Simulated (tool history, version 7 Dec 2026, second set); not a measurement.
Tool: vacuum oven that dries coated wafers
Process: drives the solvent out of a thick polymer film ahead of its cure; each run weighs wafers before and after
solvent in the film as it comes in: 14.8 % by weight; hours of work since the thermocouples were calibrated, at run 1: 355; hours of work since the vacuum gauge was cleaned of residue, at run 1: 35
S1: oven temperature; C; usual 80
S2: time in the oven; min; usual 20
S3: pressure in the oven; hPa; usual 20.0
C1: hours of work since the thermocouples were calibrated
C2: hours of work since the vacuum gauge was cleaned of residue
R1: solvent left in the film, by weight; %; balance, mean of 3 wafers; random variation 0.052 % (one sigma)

run 1 hour=0.0 | S1=80 S2=20 S3=20.0 | C1=355 C2=35 | R1=2.87
run 2 hour=47.2 | S1=80 S2=20 S3=20.0 | C1=384 C2=64 | R1=2.93
run 3 hour=117.6 | S1=80 S2=20 S3=20.0 | C1=426 C2=106 | R1=2.89
run 4 hour=201.7 | S1=80 S2=20 S3=20.0 | C1=477 C2=157 | R1=2.88
run 5 hour=299.8 | S1=80 S2=20 S3=20.0 | C1=537 C2=217 | R1=2.90
run 6 hour=386.6 | S1=78 S2=20 S3=20.0 | C1=589 C2=269 | R1=3.41
run 7 hour=441.8 | S1=91 S2=20 S3=20.0 | C1=623 C2=303 | R1=1.09
run 8 hour=514.4 | S1=91 S2=20 S3=20.0 | C1=667 C2=347 | R1=1.09
run 9 hour=602.6 | S1=80 S2=20 S3=20.0 | C1=720 C2=400 | R1=2.96
run 10 hour=680.0 | S1=80 S2=20 S3=20.0 | C1=767 C2=447 | R1=3.04
run 11 hour=778.6 | S1=80 S2=20 S3=20.0 | C1=827 C2=507 | R1=3.19
run 12 hour=870.2 | S1=80 S2=20 S3=20.0 | C1=883 C2=563 | R1=3.06
run 13 hour=924.0 | S1=80 S2=20 S3=20.0 | C1=915 C2=595 | R1=3.07
run 14 hour=969.8 | S1=80 S2=20 S3=20.0 | C1=943 C2=623 | R1=3.10
-- hour=1053.4 oven's thermocouples calibrated
run 15 hour=1062.1 | S1=80 S2=20 S3=20.0 | C1=5 C2=678 | R1=2.86
run 16 hour=1163.5 | S1=80 S2=20 S3=20.0 | C1=67 C2=739 | R1=2.87
run 17 hour=1206.0 | S1=80 S2=20 S3=20.0 | C1=93 C2=765 | R1=2.93
run 18 hour=1292.8 | S1=80 S2=20 S3=20.0 | C1=145 C2=818 | R1=2.95
run 19 hour=1334.8 | S1=80 S2=20 S3=20.0 | C1=171 C2=843 | R1=2.97
run 20 hour=1415.4 | S1=80 S2=20 S3=20.0 | C1=220 C2=892 | R1=3.00
run 21 hour=1474.6 | S1=80 S2=20 S3=20.0 | C1=255 C2=928 | R1=3.01
run 22 hour=1560.4 | S1=71 S2=21 S3=20.4 | C1=307 C2=980 | R1=5.29
run 23 hour=1621.6 | S1=71 S2=21 S3=20.4 | C1=345 C2=1017 | R1=5.28
run 24 hour=1680.6 | S1=80 S2=20 S3=20.0 | C1=380 C2=1053 | R1=3.06
run 25 hour=1780.5 | S1=80 S2=20 S3=20.0 | C1=441 C2=1114 | R1=2.98
run 26 hour=1861.6 | S1=80 S2=10 S3=10.9 | C1=490 C2=1163 | R1=5.45
run 27 hour=1908.9 | S1=68 S2=31 S3=56.0 | C1=519 C2=1191 | R1=7.06
run 28 hour=2002.4 | S1=84 S2=14 S3=16.7 | C1=576 C2=1248 | R1=3.20
run 29 hour=2094.0 | S1=80 S2=25 S3=29.2 | C1=631 C2=1304 | R1=2.83
run 30 hour=2141.9 | S1=80 S2=25 S3=29.2 | C1=660 C2=1333 | R1=2.79
run 31 hour=2191.6 | S1=80 S2=25 S3=66.3 | C1=690 C2=1363 | R1=4.68
run 32 hour=2291.3 | S1=80 S2=31 S3=20.0 | C1=751 C2=1423 | R1=1.92
run 33 hour=2385.8 | S1=80 S2=25 S3=20.0 | C1=808 C2=1481 | R1=2.46
run 34 hour=2481.8 | S1=80 S2=25 S3=20.0 | C1=866 C2=1539 | R1=2.45
run 35 hour=2566.0 | S1=86 S2=11 S3=20.0 | C1=917 C2=1590 | R1=3.90
run 36 hour=2640.5 | S1=86 S2=11 S3=20.0 | C1=963 C2=1635 | R1=3.90
-- hour=2691.4 oven's thermocouples calibrated
run 37 hour=2697.0 | S1=92 S2=11 S3=22.9 | C1=3 C2=1668 | R1=2.41
run 38 hour=2798.2 | S1=69 S2=31 S3=22.0 | C1=65 C2=1730 | R1=4.55
run 39 hour=2865.2 | S1=67 S2=31 S3=26.3 | C1=105 C2=1770 | R1=5.45
run 40 hour=2912.4 | S1=67 S2=31 S3=26.3 | C1=134 C2=1799 | R1=5.61
run 41 hour=2980.3 | S1=67 S2=31 S3=26.3 | C1=175 C2=1840 | R1=5.57

Hidden state or all else? Some run-to-run changes of R1, split into what the settings, what came in and random variation would give without the hidden state, and what is left for the hidden state (with any gauge scatter that isn't in both results):
The hidden state here: true wafer temperature over the reading, C; true pressure over the reading, kPa; drift of the gauge itself on solvent_pct, %.
Run 14 -> 15: oven's thermocouples calibrated. R1 -0.24 %: hidden state -0.20, all else -0.04.
Run 25 -> 26: S2 20 -> 10, S3 20.0 -> 10.9. R1 +2.47 %: hidden state +0.00, all else +2.47.
Run 27 -> 28: S1 68 -> 84, S2 31 -> 14, S3 56.0 -> 16.7. R1 -3.86 %: hidden state -0.11, all else -3.75.
Run 31 -> 32: S2 25 -> 31, S3 66.3 -> 20.0. R1 -2.76 %: hidden state -0.03, all else -2.73.
Run 36 -> 37: S1 86 -> 92, S3 20.0 -> 22.9, oven's thermocouples calibrated. R1 -1.49 %: hidden state -0.16, all else -1.33.
Run 37 -> 38: S1 92 -> 69, S2 11 -> 31, S3 22.9 -> 22.0. R1 +2.14 %: hidden state +0.18, all else +1.96.
